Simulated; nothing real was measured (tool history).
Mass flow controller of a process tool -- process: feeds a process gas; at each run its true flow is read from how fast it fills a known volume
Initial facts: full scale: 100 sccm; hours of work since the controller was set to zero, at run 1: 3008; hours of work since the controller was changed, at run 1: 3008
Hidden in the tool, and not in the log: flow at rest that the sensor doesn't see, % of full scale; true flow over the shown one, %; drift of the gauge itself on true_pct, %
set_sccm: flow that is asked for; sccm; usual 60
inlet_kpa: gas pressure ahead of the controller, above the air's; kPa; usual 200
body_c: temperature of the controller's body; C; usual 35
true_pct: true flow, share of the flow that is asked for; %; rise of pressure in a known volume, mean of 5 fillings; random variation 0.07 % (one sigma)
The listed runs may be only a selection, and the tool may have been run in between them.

run	hour	set_sccm	inlet_kpa	body_c	hours of work since the controller was set to zero	hours of work since the controller was changed	true_pct
1	0.0	60	200	35	3008	3008	98.86
2	54.4	60	200	35	3041	3041	98.64
3	176.4	60	200	35	3115	3115	98.77
4	251.3	60	200	35	3160	3160	98.77
5	368.4	60	200	35	3231	3231	98.79
6	469.7	60	200	35	3292	3292	98.75
7	586.5	69	200	35	3362	3362	99.07
8	680.2	69	200	35	3419	3419	98.97
9	784.0	69	200	35	3481	3481	99.11
10	873.1	69	200	35	3535	3535	99.14
11	982.2	57	200	35	3601	3601	98.70
12	1077.3	55	200	35	3658	3658	98.73
13	1154.6	55	148	35	3705	3705	99.00
14	1266.8	55	148	35	3772	3772	99.20
15	1385.7	55	148	35	3844	3844	98.99
16	1441.0	55	148	35	3877	3877	99.14
17	1542.1	14	148	39	3938	3938	96.27
18	1653.3	14	148	39	4005	4005	96.42
19	1772.1	14	148	39	4077	4077	96.18
20	1828.8	14	148	39	4111	4111	96.27
21	1885.5	14	274	39	4145	4145	95.57
22	1983.1	59	200	26	4204	4204	99.50
23	2114.1	17	200	35	4283	4283	96.70
24	2229.0	97	174	24	4352	4352	100.39
25	2358.4	97	174	24	4430	4430	100.40
26	2445.4	49	225	30	4483	4483	98.78
27	2575.0	34	196	28	4561	4561	98.55
28	2652.1	34	240	28	4608	4608	98.26
29	2707.9	17	196	29	4641	4641	97.11

Subtracting, for every run, the result it would have given without the tool's unlogged condition from the measured result gives the following. The same run-to-run variation enters both numbers; the gauge's scatter may not:
run	true_pct
1	-0.14
2	-0.13
3	-0.13
4	-0.13
5	-0.13
6	-0.12
7	-0.05
8	-0.05
9	-0.04
10	-0.03
11	-0.14
12	-0.16
13	-0.16
14	-0.15
15	-0.15
16	-0.16
17	-2.14
18	-2.17
19	-2.21
20	-2.22
21	-2.24
22	-0.10
23	-1.79
24	+0.18
25	+0.19
26	-0.24
27	-0.62
28	-0.62
29	-1.91

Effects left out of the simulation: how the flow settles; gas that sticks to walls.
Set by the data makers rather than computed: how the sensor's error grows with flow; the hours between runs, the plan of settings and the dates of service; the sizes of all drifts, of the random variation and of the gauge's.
